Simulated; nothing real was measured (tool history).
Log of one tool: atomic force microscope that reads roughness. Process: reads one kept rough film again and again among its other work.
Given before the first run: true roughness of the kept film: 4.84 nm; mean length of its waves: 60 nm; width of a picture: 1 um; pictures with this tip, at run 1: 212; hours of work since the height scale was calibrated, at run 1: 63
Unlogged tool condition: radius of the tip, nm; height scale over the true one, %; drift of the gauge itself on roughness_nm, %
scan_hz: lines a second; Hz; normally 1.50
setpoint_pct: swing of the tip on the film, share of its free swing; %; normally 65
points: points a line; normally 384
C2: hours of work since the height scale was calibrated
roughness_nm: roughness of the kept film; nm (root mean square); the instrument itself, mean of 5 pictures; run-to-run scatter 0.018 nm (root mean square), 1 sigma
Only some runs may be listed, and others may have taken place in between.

run 1 hour=0.0 | scan_hz=1.50 setpoint_pct=65 points=384 | pictures_with_this_tip=212 C2=63 | roughness_nm=3.975
-- hour=2.6 new tip fitted
run 2 hour=28.8 | scan_hz=1.50 setpoint_pct=65 points=384 | pictures_with_this_tip=57 C2=82 | roughness_nm=4.284
run 3 hour=54.3 | scan_hz=1.50 setpoint_pct=65 points=384 | pictures_with_this_tip=114 C2=99 | roughness_nm=4.168
run 4 hour=69.6 | scan_hz=1.50 setpoint_pct=65 points=324 | pictures_with_this_tip=147 C2=109 | roughness_nm=4.095
run 5 hour=83.2 | scan_hz=1.50 setpoint_pct=65 points=324 | pictures_with_this_tip=177 C2=118 | roughness_nm=4.032
-- hour=101.2 new tip fitted
run 6 hour=105.4 | scan_hz=1.50 setpoint_pct=65 points=324 | pictures_with_this_tip=9 C2=132 | roughness_nm=4.386
run 7 hour=134.6 | scan_hz=1.50 setpoint_pct=65 points=324 | pictures_with_this_tip=74 C2=152 | roughness_nm=4.257
run 8 hour=153.8 | scan_hz=1.50 setpoint_pct=65 points=324 | pictures_with_this_tip=116 C2=164 | roughness_nm=4.144
run 9 hour=178.5 | scan_hz=1.26 setpoint_pct=65 points=384 | pictures_with_this_tip=170 C2=181 | roughness_nm=4.065
-- hour=199.8 new tip fitted
run 10 hour=205.7 | scan_hz=3.07 setpoint_pct=65 points=384 | pictures_with_this_tip=13 C2=198 | roughness_nm=4.178
run 11 hour=234.0 | scan_hz=3.07 setpoint_pct=65 points=384 | pictures_with_this_tip=76 C2=217 | roughness_nm=4.050
run 12 hour=259.2 | scan_hz=1.50 setpoint_pct=77 points=384 | pictures_with_this_tip=131 C2=233 | roughness_nm=3.906
run 13 hour=282.3 | scan_hz=1.50 setpoint_pct=77 points=384 | pictures_with_this_tip=182 C2=249 | roughness_nm=3.807
run 14 hour=295.9 | scan_hz=1.50 setpoint_pct=65 points=598 | pictures_with_this_tip=212 C2=258 | roughness_nm=3.940
-- hour=298.6 new tip fitted
run 15 hour=325.2 | scan_hz=1.50 setpoint_pct=73 points=384 | pictures_with_this_tip=59 C2=277 | roughness_nm=4.145
run 16 hour=350.9 | scan_hz=1.50 setpoint_pct=73 points=384 | pictures_with_this_tip=115 C2=294 | roughness_nm=4.042
run 17 hour=374.2 | scan_hz=1.50 setpoint_pct=73 points=384 | pictures_with_this_tip=167 C2=309 | roughness_nm=3.910
run 18 hour=387.8 | scan_hz=1.50 setpoint_pct=73 points=384 | pictures_with_this_tip=197 C2=318 | roughness_nm=3.874
-- hour=396.8 new tip fitted
run 19 hour=415.4 | scan_hz=1.50 setpoint_pct=73 points=384 | pictures_with_this_tip=41 C2=336 | roughness_nm=4.231
run 20 hour=434.9 | scan_hz=1.50 setpoint_pct=73 points=384 | pictures_with_this_tip=84 C2=349 | roughness_nm=4.056
run 21 hour=452.7 | scan_hz=1.50 setpoint_pct=73 points=384 | pictures_with_this_tip=123 C2=360 | roughness_nm=4.026
run 22 hour=465.7 | scan_hz=1.50 setpoint_pct=73 points=384 | pictures_with_this_tip=152 C2=369 | roughness_nm=3.961
run 23 hour=489.1 | scan_hz=1.50 setpoint_pct=65 points=384 | pictures_with_this_tip=203 C2=384 | roughness_nm=3.942
-- hour=497.1 new tip fitted
run 24 hour=511.4 | scan_hz=0.77 setpoint_pct=72 points=811 | pictures_with_this_tip=31 C2=399 | roughness_nm=4.380
run 25 hour=527.8 | scan_hz=0.77 setpoint_pct=72 points=811 | pictures_with_this_tip=67 C2=410 | roughness_nm=4.283
run 26 hour=546.7 | scan_hz=0.77 setpoint_pct=72 points=811 | pictures_with_this_tip=109 C2=422 | roughness_nm=4.168
run 27 hour=575.0 | scan_hz=0.75 setpoint_pct=89 points=278 | pictures_with_this_tip=171 C2=441 | roughness_nm=3.861
-- hour=598.0 new tip fitted
run 28 hour=600.0 | scan_hz=0.75 setpoint_pct=89 points=278 | pictures_with_this_tip=4 C2=457 | roughness_nm=4.192
run 29 hour=613.3 | scan_hz=0.84 setpoint_pct=69 points=327 | pictures_with_this_tip=34 C2=466 | roughness_nm=4.353
run 30 hour=640.5 | scan_hz=0.76 setpoint_pct=75 points=660 | pictures_with_this_tip=94 C2=484 | roughness_nm=4.182
-- hour=643.0 height scale calibrated on a step standard
run 31 hour=672.2 | scan_hz=2.12 setpoint_pct=72 points=660 | pictures_with_this_tip=162 C2=19 | roughness_nm=3.800
run 32 hour=693.2 | scan_hz=1.50 setpoint_pct=65 points=486 | pictures_with_this_tip=208 C2=33 | roughness_nm=3.935
-- hour=697.8 new tip fitted
run 33 hour=715.4 | scan_hz=0.60 setpoint_pct=81 points=948 | pictures_with_this_tip=39 C2=47 | roughness_nm=4.278
run 34 hour=735.4 | scan_hz=1.61 setpoint_pct=62 points=1012 | pictures_with_this_tip=83 C2=61 | roughness_nm=4.192
run 35 hour=756.2 | scan_hz=1.61 setpoint_pct=63 points=806 | pictures_with_this_tip=129 C2=74 | roughness_nm=4.060
run 36 hour=770.0 | scan_hz=0.95 setpoint_pct=65 points=384 | pictures_with_this_tip=159 C2=83 | roughness_nm=4.084
run 37 hour=790.5 | scan_hz=0.95 setpoint_pct=65 points=384 | pictures_with_this_tip=204 C2=97 | roughness_nm=3.991
-- hour=796.1 new tip fitted
-- hour=814.2 height scale calibrated on a step standard, once more
run 38 hour=821.0 | scan_hz=0.95 setpoint_pct=65 points=384 | pictures_with_this_tip=52 C2=4 | roughness_nm=4.340
run 39 hour=836.6 | scan_hz=2.77 setpoint_pct=65 points=644 | pictures_with_this_tip=87 C2=15 | roughness_nm=4.078

What does the tool deliver on the next run?
run 40 hour=864.6 | scan_hz=2.77 setpoint_pct=65 points=644 | pictures_with_this_tip=149 C2=33 | roughness_nm=?

roughness_nm: 3.923 nm (root mean square)
The same run, on a tool lacking any hidden state, would have yielded roughness_nm 4.264 nm (root mean square).

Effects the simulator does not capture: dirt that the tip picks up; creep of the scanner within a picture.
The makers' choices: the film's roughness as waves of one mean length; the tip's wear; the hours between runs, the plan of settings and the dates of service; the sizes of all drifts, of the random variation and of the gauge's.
